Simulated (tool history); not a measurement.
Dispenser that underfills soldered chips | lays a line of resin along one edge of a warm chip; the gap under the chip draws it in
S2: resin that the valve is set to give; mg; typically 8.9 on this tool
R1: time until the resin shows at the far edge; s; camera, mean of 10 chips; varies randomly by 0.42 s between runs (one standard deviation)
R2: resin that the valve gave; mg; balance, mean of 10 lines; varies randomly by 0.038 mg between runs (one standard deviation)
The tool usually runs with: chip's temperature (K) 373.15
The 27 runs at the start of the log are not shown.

{"run": 28, "hour": 180.5, "chip's temperature (K)": 381.15, "S2": 8.96, "R1": 47.2, "R2": 8.65}
{"hour": 183.6, "done": "new syringe of resin"}
{"run": 29, "hour": 189.1, "chip's temperature (K)": 385.15, "S2": 8.35, "R1": 29.2, "R2": 8.14}
{"hour": 198.0, "done": "new syringe of resin"}
{"run": 30, "hour": 198.3, "chip's temperature (K)": 367.15, "S2": 11.19, "R1": 41.8, "R2": 10.72}
{"run": 31, "hour": 203.4, "chip's temperature (K)": 380.15, "S2": 8.4, "R1": 35.4, "R2": 8.05}
{"run": 32, "hour": 208.1, "chip's temperature (K)": 380.15, "S2": 8.4, "R1": 45.9, "R2": 8.03}
{"hour": 212.8, "done": "new syringe of resin"}
{"run": 33, "hour": 213.4, "chip's temperature (K)": 370.15, "S2": 8.65, "R1": 38.6, "R2": 8.25}
{"run": 34, "hour": 218.2, "chip's temperature (K)": 385.15, "S2": 11.59, "R1": 28.1, "R2": 11.03}
{"run": 35, "hour": 225.0, "chip's temperature (K)": 376.15, "S2": 8.78, "R1": 59.5, "R2": 8.34}
{"hour": 227.6, "done": "new syringe of resin"}
{"run": 36, "hour": 229.6, "chip's temperature (K)": 372.15, "S2": 8.3, "R1": 40.6, "R2": 7.8}
{"run": 37, "hour": 236.9, "chip's temperature (K)": 361.15, "S2": 11.47, "R1": 93.2, "R2": 10.84}

Predict each of these 3 candidate next runs independently; none follows another, all start after run 37:
{"run": "A", "hour": 241.4, "chip's temperature (K)": 371.15, "S2": 8.9, "R1": "?", "R2": "?"}
{"run": "B", "hour": 241.4, "chip's temperature (K)": 363.15, "S2": 11.47, "R1": "?", "R2": "?"}
{"run": "C", "hour": 241.4, "chip's temperature (K)": 369.15, "S2": 10.16, "R1": "?", "R2": "?"}

run=A R1=81.4 R2=8.42
run=B R1=110.2 R2=10.77
run=C R1=86.8 R2=9.59
What these runs would have given with no unlogged condition in the tool:
run=A R1=32.4 R2=8.96
run=B R1=43.8 R2=11.46
run=C R1=35 R2=10.2

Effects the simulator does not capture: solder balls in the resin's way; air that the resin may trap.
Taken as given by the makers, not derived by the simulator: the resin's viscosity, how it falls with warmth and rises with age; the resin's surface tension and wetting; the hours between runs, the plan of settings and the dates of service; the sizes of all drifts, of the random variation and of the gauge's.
